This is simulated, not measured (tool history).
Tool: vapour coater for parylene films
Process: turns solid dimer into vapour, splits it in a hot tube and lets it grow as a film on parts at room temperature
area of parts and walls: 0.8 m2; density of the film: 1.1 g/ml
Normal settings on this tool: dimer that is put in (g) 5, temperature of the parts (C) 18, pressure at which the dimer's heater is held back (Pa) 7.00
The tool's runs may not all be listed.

run    hour  dimer that is put in (g)  temperature of the parts (C)  pressure at which the dimer's heater is held back (Pa)  thickness of the film (nm)
  1     0.0                         5                            18                                                    7.00                        3590
  2    41.9                         4                            18                                                    7.00                        2840
  3    82.1                         4                            18                                                    7.00                        2840
  4   113.6                         4                            18                                                    7.00                        2810
      145.5  -- trap's valve overhauled
  5   156.4                         5                            18                                                    7.00                        3850
  6   178.2                         5                            18                                                    7.00                        3870
  7   217.1                         5                            18                                                    7.00                        3890
  8   265.3                         5                            18                                                    7.00                        3790
  9   300.9                         5                            23                                                    7.00                        3400
 10   323.7                         5                            18                                                    7.00                        3800
 11   371.6                         4                            18                                                    7.00                        2980
 12   422.1                         4                            18                                                    7.00                        2940
 13   455.2                         4                            18                                                    7.00                        2920
 14   477.3                         5                            18                                                    2.40                        4540
 15   504.4                         5                            18                                                    2.40                        4500
 16   555.1                         5                            18                                                    2.40                        4520
 17   596.2                         5                            18                                                    2.40                        4470
 18   642.6                         5                            18                                                    7.00                        3480
 19   665.2                         5                            18                                                    7.00                        3450
 20   695.0                         5                            18                                                    7.00                        3450
      720.4  -- trap's valve overhauled
 21   738.2                         5                            18                                                    7.00                        3820
 22   782.7                         5                            18                                                    7.00                        3810
 23   818.8                         5                            15                                                    7.00                        4010
 24   870.3                         5                            18                                                   10.16                        3530
 25   900.0                         9                            18                                                    5.94                        6940
 26   930.8                         3                            18                                                    5.94                        2330
 27   957.0                         5                            16                                                    7.78                        3740
 28  1004.3                         4                            18                                                    7.00                        2910
     1010.0  -- table's thermometer calibrated
 29  1027.9                         5                            10                                                   11.01                        3770
 30  1080.9                         3                            19                                                    2.02                        2690
 31  1130.1                         3                            19                                                    2.02                        2660
     1133.7  -- table's thermometer calibrated, once more
 32  1178.7                         3                            19                                                    2.02                        2690
 33  1210.5                         5                            19                                                    2.02                        4540
 34  1252.7                         2                            14                                                    3.29                        1750
     1296.5  -- trap's valve overhauled
 35  1297.9                         2                            14                                                    3.29                        1990
 36  1334.8                         2                            14                                                    3.29                        1970
 37  1357.9                         2                            21                                                    2.75                        1750
 38  1387.8                         2                            21                                                    2.46                        1810
 39  1433.7                         6                            19                                                    7.00                        4560
 40  1471.1                         6                            19                                                    7.00                        4490
 41  1518.0                         6                            19                                                    7.00                        4350
 42  1552.2                         5                            19                                                   10.21                        3350
 43  1584.3                         5                            19                                                   10.21                        3330
 44  1624.6                         2                            25                                                    3.85                        1490
 45  1646.1                         2                            25                                                    3.85                        1450
 46  1688.5                         2                            25                                                    3.85                        1420

The same runs without the tool's hidden state, with the same run-to-run variation:
Hidden state at play: vapour lost through the trap's worn valve, %; true temperature of the parts over the reading, C; drift of the gauge itself on film_um, %.
run  thickness of the film (nm)
  1                        3920
  2                        3130
  3                        3150
  4                        3140
  5                        3870
  6                        3910
  7                        3970
  8                        3900
  9                        3530
 10                        3960
 11                        3140
 12                        3120
 13                        3130
 14                        4890
 15                        4880
 16                        4950
 17                        4940
 18                        3880
 19                        3870
 20                        3900
 21                        3860
 22                        3890
 23                        4120
 24                        3670
 25                        7260
 26                        2450
 27                        3960
 28                        3110
 29                        4070
 30                        2950
 31                        2950
 32                        2970
 33                        5040
 34                        1960
 35                        1990
 36                        1990
 37                        1770
 38                        1840
 39                        4690
 40                        4660
 41                        4550
 42                        3530
 43                        3530
 44                        1600
 45                        1560
 46                        1540
